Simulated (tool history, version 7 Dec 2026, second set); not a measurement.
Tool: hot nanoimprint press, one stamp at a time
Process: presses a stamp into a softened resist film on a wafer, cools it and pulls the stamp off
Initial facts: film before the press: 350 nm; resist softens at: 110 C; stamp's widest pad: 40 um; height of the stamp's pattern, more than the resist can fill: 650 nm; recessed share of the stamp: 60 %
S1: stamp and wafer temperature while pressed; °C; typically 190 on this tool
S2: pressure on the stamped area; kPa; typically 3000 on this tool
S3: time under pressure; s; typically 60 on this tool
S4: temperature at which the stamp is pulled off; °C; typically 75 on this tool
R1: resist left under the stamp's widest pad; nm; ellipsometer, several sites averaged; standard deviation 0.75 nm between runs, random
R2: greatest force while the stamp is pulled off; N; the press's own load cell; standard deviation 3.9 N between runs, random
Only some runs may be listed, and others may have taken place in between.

run,hour,S1,S2,S3,S4,R1,R2
1,0.0,190,3000,60,75,164.6,266
2,22.2,190,3000,60,75,163.5,272
# hour 49.8: stamp cleaned and given a new release coat
3,49.8,190,3000,66,75,155.8,181
4,63.9,190,3000,66,75,157.3,189
5,79.9,190,3170,60,75,159.1,189
6,96.1,190,3170,60,75,158.4,188
7,106.3,190,3170,60,75,158.5,194
8,124.0,200,3000,60,75,111.8,197
# hour 142.5: plate thermocouple calibrated
9,147.5,190,3000,60,75,154.4,203
10,167.8,190,3000,60,75,154.5,208
11,181.0,190,3250,60,75,149.1,206
12,198.7,190,3250,60,75,149.2,206
13,218.4,190,3250,60,75,148.3,217
14,232.1,184,3000,60,75,192.5,215
15,241.6,184,3000,60,75,193.0,227
# hour 257.5: plate thermocouple calibrated, once more
16,262.8,201,2400,82,63,112.9,288
17,278.9,201,2400,82,63,113.7,296
18,288.7,190,3000,37,77,203.3,240
19,298.9,190,3000,37,77,203.2,249
20,321.4,193,2180,71,66,166.5,304
21,340.9,190,2300,31,76,233.2,249
22,351.4,195,3800,47,76,138.9,251
23,363.6,190,3800,47,64,169.5,327
24,379.1,190,3800,47,64,170.6,326
25,391.8,186,3800,58,64,184.6,339
26,404.5,182,2270,32,81,281.6,237
27,418.5,184,2610,102,75,189.1,288
# hour 435.0: stamp cleaned and given a new release coat
28,441.1,189,2160,59,80,203.0,174
29,455.9,190,3000,85,75,151.6,188

Alternative continuations, all from the tool just after run 29; predict every row:
A,476.8,190,3690,52,75,?,?
B,476.8,190,3350,42,80,?,?
C,476.8,190,3000,38,75,?,?
D,476.8,178,3000,87,75,?,?

run,R1,R2
A,165.3,197
B,184.7,181
C,197.7,198
D,234.2,200
Without the tool's unlogged condition, the same runs would have read:
run,R1,R2
A,162.4,189
B,182.4,174
C,196.1,191
D,233.5,192

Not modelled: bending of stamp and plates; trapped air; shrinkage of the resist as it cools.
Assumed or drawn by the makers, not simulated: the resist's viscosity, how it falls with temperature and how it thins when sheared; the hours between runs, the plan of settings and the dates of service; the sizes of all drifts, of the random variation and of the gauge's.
